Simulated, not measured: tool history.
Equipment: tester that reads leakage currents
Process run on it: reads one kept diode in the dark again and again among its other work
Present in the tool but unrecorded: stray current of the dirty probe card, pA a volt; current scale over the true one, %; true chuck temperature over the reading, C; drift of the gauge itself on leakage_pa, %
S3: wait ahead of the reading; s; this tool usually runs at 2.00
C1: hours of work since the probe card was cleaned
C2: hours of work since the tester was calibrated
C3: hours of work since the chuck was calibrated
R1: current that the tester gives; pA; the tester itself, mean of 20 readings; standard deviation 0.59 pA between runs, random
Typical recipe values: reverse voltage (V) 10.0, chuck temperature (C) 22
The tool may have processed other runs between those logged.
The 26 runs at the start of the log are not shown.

{"run": 27, "hour": 1337.8, "reverse voltage (V)": 6.8, "chuck temperature (C)": 33, "S3": 9.01, "C1": 1757, "C2": 1716, "C3": 895, "R1": 426.63}
{"run": 28, "hour": 1407.8, "reverse voltage (V)": 10.0, "chuck temperature (C)": 24, "S3": 1.03, "C1": 1787, "C2": 1746, "C3": 925, "R1": 234.75}
{"run": 29, "hour": 1468.0, "reverse voltage (V)": 10.0, "chuck temperature (C)": 24, "S3": 1.03, "C1": 1813, "C2": 1772, "C3": 951, "R1": 235.74}
{"run": 30, "hour": 1527.3, "reverse voltage (V)": 10.1, "chuck temperature (C)": 33, "S3": 0.48, "C1": 1838, "C2": 1798, "C3": 977, "R1": 493.16}
{"run": 31, "hour": 1579.2, "reverse voltage (V)": 10.1, "chuck temperature (C)": 33, "S3": 0.48, "C1": 1861, "C2": 1820, "C3": 999, "R1": 492.31}
{"run": 32, "hour": 1643.9, "reverse voltage (V)": 1.8, "chuck temperature (C)": 22, "S3": 2.0, "C1": 1889, "C2": 1848, "C3": 1027, "R1": 109.41}
{"run": 33, "hour": 1688.1, "reverse voltage (V)": 1.8, "chuck temperature (C)": 22, "S3": 2.0, "C1": 1908, "C2": 1867, "C3": 1046, "R1": 109.21}
{"run": 34, "hour": 1745.5, "reverse voltage (V)": 16.0, "chuck temperature (C)": 22, "S3": 0.31, "C1": 1933, "C2": 1892, "C3": 1071, "R1": 243.56}
{"run": 35, "hour": 1780.6, "reverse voltage (V)": 16.0, "chuck temperature (C)": 25, "S3": 0.34, "C1": 1948, "C2": 1907, "C3": 1086, "R1": 308.58}

The next listed run, before its measurement:
{"run": 36, "hour": 1810.1, "reverse voltage (V)": 7.8, "chuck temperature (C)": 28, "S3": 4.53, "C1": 1961, "C2": 1920, "C3": 1099, "R1": "?"}

Run 36 yielded R1 297.97 pA.
Were there no unlogged condition in the tool, this run, its random variation unchanged, would have produced R1 297.52 pA.
